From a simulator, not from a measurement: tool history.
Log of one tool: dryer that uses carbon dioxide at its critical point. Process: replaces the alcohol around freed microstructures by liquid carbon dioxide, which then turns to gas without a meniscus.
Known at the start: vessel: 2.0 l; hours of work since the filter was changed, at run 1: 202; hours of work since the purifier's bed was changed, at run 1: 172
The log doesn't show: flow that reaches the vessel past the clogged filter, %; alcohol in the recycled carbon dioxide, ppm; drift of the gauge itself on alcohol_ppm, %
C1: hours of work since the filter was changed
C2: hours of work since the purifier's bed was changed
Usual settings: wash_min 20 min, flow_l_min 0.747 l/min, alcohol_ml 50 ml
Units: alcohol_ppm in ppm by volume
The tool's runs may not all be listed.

{"run": 1, "hour": 0.0, "wash_min": 20, "flow_l_min": 0.747, "alcohol_ml": 50, "C1": 202, "C2": 172, "alcohol_ppm": 109}
{"run": 2, "hour": 26.1, "wash_min": 20, "flow_l_min": 0.747, "alcohol_ml": 50, "C1": 215, "C2": 185, "alcohol_ppm": 106}
{"run": 3, "hour": 48.1, "wash_min": 20, "flow_l_min": 0.747, "alcohol_ml": 50, "C1": 225, "C2": 195, "alcohol_ppm": 112}
{"run": 4, "hour": 69.0, "wash_min": 20, "flow_l_min": 0.747, "alcohol_ml": 50, "C1": 235, "C2": 206, "alcohol_ppm": 117}
{"run": 5, "hour": 81.5, "wash_min": 20, "flow_l_min": 0.747, "alcohol_ml": 50, "C1": 241, "C2": 212, "alcohol_ppm": 121}
{"run": 6, "hour": 92.9, "wash_min": 20, "flow_l_min": 0.747, "alcohol_ml": 50, "C1": 247, "C2": 217, "alcohol_ppm": 119}
{"run": 7, "hour": 120.0, "wash_min": 20, "flow_l_min": 0.747, "alcohol_ml": 50, "C1": 260, "C2": 230, "alcohol_ppm": 123}
{"run": 8, "hour": 134.2, "wash_min": 20, "flow_l_min": 0.747, "alcohol_ml": 50, "C1": 267, "C2": 237, "alcohol_ppm": 125}
{"run": 9, "hour": 146.5, "wash_min": 20, "flow_l_min": 0.747, "alcohol_ml": 50, "C1": 273, "C2": 243, "alcohol_ppm": 132}
{"run": 10, "hour": 165.7, "wash_min": 20, "flow_l_min": 0.486, "alcohol_ml": 50, "C1": 282, "C2": 253, "alcohol_ppm": 540}
{"run": 11, "hour": 177.1, "wash_min": 20, "flow_l_min": 0.486, "alcohol_ml": 50, "C1": 288, "C2": 258, "alcohol_ppm": 530}
{"run": 12, "hour": 205.0, "wash_min": 20, "flow_l_min": 0.486, "alcohol_ml": 50, "C1": 301, "C2": 272, "alcohol_ppm": 552}
{"run": 13, "hour": 219.4, "wash_min": 20, "flow_l_min": 0.747, "alcohol_ml": 96, "C1": 308, "C2": 279, "alcohol_ppm": 192}
{"run": 14, "hour": 240.7, "wash_min": 20, "flow_l_min": 0.747, "alcohol_ml": 50, "C1": 319, "C2": 289, "alcohol_ppm": 153}
{"run": 15, "hour": 262.6, "wash_min": 20, "flow_l_min": 0.747, "alcohol_ml": 50, "C1": 329, "C2": 300, "alcohol_ppm": 144}
{"run": 16, "hour": 280.8, "wash_min": 20, "flow_l_min": 0.747, "alcohol_ml": 50, "C1": 338, "C2": 309, "alcohol_ppm": 161}
{"run": 17, "hour": 300.9, "wash_min": 14, "flow_l_min": 0.747, "alcohol_ml": 50, "C1": 348, "C2": 318, "alcohol_ppm": 466}
{"run": 18, "hour": 319.4, "wash_min": 20, "flow_l_min": 0.747, "alcohol_ml": 50, "C1": 357, "C2": 327, "alcohol_ppm": 155}
{"run": 19, "hour": 335.8, "wash_min": 20, "flow_l_min": 0.747, "alcohol_ml": 50, "C1": 365, "C2": 335, "alcohol_ppm": 166}
{"run": 20, "hour": 359.4, "wash_min": 20, "flow_l_min": 0.747, "alcohol_ml": 50, "C1": 377, "C2": 347, "alcohol_ppm": 163}
{"run": 21, "hour": 385.4, "wash_min": 20, "flow_l_min": 0.747, "alcohol_ml": 50, "C1": 389, "C2": 359, "alcohol_ppm": 167}
{"run": 22, "hour": 400.0, "wash_min": 13, "flow_l_min": 0.483, "alcohol_ml": 30, "C1": 396, "C2": 366, "alcohol_ppm": 1330}
{"run": 23, "hour": 421.9, "wash_min": 13, "flow_l_min": 0.483, "alcohol_ml": 30, "C1": 407, "C2": 377, "alcohol_ppm": 1340}
{"run": 24, "hour": 442.6, "wash_min": 13, "flow_l_min": 0.483, "alcohol_ml": 30, "C1": 417, "C2": 387, "alcohol_ppm": 1325}
{"hour": 454.1, "done": "inlet filter changed"}
{"run": 25, "hour": 456.1, "wash_min": 27, "flow_l_min": 1.055, "alcohol_ml": 36, "C1": 1, "C2": 393, "alcohol_ppm": 120}
{"run": 26, "hour": 471.5, "wash_min": 16, "flow_l_min": 1.206, "alcohol_ml": 56, "C1": 8, "C2": 401, "alcohol_ppm": 127}
{"run": 27, "hour": 494.2, "wash_min": 16, "flow_l_min": 1.206, "alcohol_ml": 56, "C1": 19, "C2": 412, "alcohol_ppm": 122}
{"run": 28, "hour": 518.4, "wash_min": 16, "flow_l_min": 1.206, "alcohol_ml": 56, "C1": 31, "C2": 423, "alcohol_ppm": 136}
{"run": 29, "hour": 539.3, "wash_min": 20, "flow_l_min": 0.747, "alcohol_ml": 20, "C1": 41, "C2": 434, "alcohol_ppm": 151}
{"run": 30, "hour": 563.5, "wash_min": 20, "flow_l_min": 0.747, "alcohol_ml": 20, "C1": 53, "C2": 445, "alcohol_ppm": 151}
{"run": 31, "hour": 590.1, "wash_min": 17, "flow_l_min": 0.747, "alcohol_ml": 50, "C1": 66, "C2": 458, "alcohol_ppm": 245}
{"run": 32, "hour": 612.1, "wash_min": 17, "flow_l_min": 0.747, "alcohol_ml": 50, "C1": 77, "C2": 469, "alcohol_ppm": 250}
{"run": 33, "hour": 624.0, "wash_min": 17, "flow_l_min": 0.694, "alcohol_ml": 67, "C1": 83, "C2": 475, "alcohol_ppm": 340}
{"run": 34, "hour": 644.8, "wash_min": 20, "flow_l_min": 0.694, "alcohol_ml": 21, "C1": 93, "C2": 485, "alcohol_ppm": 173}
{"run": 35, "hour": 656.7, "wash_min": 20, "flow_l_min": 0.99, "alcohol_ml": 21, "C1": 98, "C2": 491, "alcohol_ppm": 145}
{"run": 36, "hour": 675.7, "wash_min": 12, "flow_l_min": 0.747, "alcohol_ml": 55, "C1": 108, "C2": 500, "alcohol_ppm": 731}
{"run": 37, "hour": 692.6, "wash_min": 12, "flow_l_min": 0.747, "alcohol_ml": 55, "C1": 116, "C2": 508, "alcohol_ppm": 750}
{"run": 38, "hour": 709.1, "wash_min": 20, "flow_l_min": 0.454, "alcohol_ml": 50, "C1": 124, "C2": 516, "alcohol_ppm": 679}

Hidden state at the last listed run before each entry between runs and at the first one after, where it differs:
Between runs 24 and 25: inlet filter changed (hour 454.1)
  flow that reaches the vessel past the clogged filter, %: 90.5 -> 99.9; alcohol in the recycled carbon dioxide, ppm: 118.3 -> 120.1
  measured less the result without the state, alcohol_ppm: +391 -> +115 ppm by volume
